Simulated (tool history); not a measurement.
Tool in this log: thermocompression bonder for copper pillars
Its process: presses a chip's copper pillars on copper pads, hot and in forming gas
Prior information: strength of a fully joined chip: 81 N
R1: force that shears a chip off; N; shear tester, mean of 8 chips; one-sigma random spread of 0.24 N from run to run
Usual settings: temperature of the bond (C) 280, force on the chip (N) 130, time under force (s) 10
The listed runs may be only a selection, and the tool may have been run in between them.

Run 1, day 0.000: usual settings. Result: R1 29.5 N.
Run 2, day 0.904: usual settings but force on the chip (N) 80. Result: R1 17.4 N.
Run 3, day 1.854: usual settings but force on the chip (N) 80. Result: R1 17.1 N.
Run 4, day 2.775: usual settings but force on the chip (N) 80. Result: R1 17.0 N.
Run 5, day 3.771: usual settings but force on the chip (N) 80. Result: R1 16.9 N.
Run 6, day 4.429: usual settings but force on the chip (N) 80. Result: R1 17.3 N.
Run 7, day 5.371: usual settings but temperature of the bond (C) 299, force on the chip (N) 80. Result: R1 22.7 N.
Run 8, day 6.133: usual settings but temperature of the bond (C) 273. Result: R1 25.9 N.
Run 9, day 7.154: usual settings. Result: R1 28.9 N.
Run 10, day 8.504: usual settings. Result: R1 28.6 N.
Run 11, day 9.567: usual settings. Result: R1 28.6 N.
Run 12, day 10.388: usual settings but temperature of the bond (C) 269, force on the chip (N) 154. Result: R1 28.7 N.
Run 13, day 11.367: usual settings but temperature of the bond (C) 269, force on the chip (N) 154, time under force (s) 15. Result: R1 33.2 N.
Run 14, day 12.012: usual settings but temperature of the bond (C) 278, force on the chip (N) 191, time under force (s) 14. Result: R1 44.1 N.
Run 15, day 13.308: usual settings but force on the chip (N) 182, time under force (s) 17. Result: R1 47.0 N.
Run 16, day 14.217: usual settings but temperature of the bond (C) 263, force on the chip (N) 182, time under force (s) 24. Result: R1 41.9 N.
Run 17, day 15.317: usual settings but force on the chip (N) 170. Result: R1 36.7 N.
Run 18, day 16.400: usual settings but force on the chip (N) 81. Result: R1 16.4 N.
Run 19, day 17.338: usual settings but temperature of the bond (C) 258. Result: R1 19.4 N.
Run 20, day 17.946: usual settings but temperature of the bond (C) 281, force on the chip (N) 92, time under force (s) 22. Result: R1 26.9 N.
Run 21, day 18.804: usual settings but temperature of the bond (C) 274, force on the chip (N) 191, time under force (s) 25. Result: R1 49.3 N.

For some of the steps in R1 from one run to the next: how much would appear even if the tool had no hidden state, given the settings, what came in and random variation, and how much remains for the hidden state plus any gauge scatter that the measured result and the result without hidden state don't share?
Hidden conditions of the tool in this case: true temperature of the bond over the reading, C; force that reaches the chip, % of what is set; oxide that the forming gas leaves, % of the face; drift of the gauge itself on shear_n, %.
Run 17 -> 18: force on the chip (N) 170 -> 81. R1 -20.3 N: hidden state +2.5, all else -22.8.
Run 20 -> 21: temperature of the bond (C) 281 -> 274, force on the chip (N) 92 -> 191, time under force (s) 22 -> 25. R1 +22.4 N: hidden state -2.5, all else +24.9.
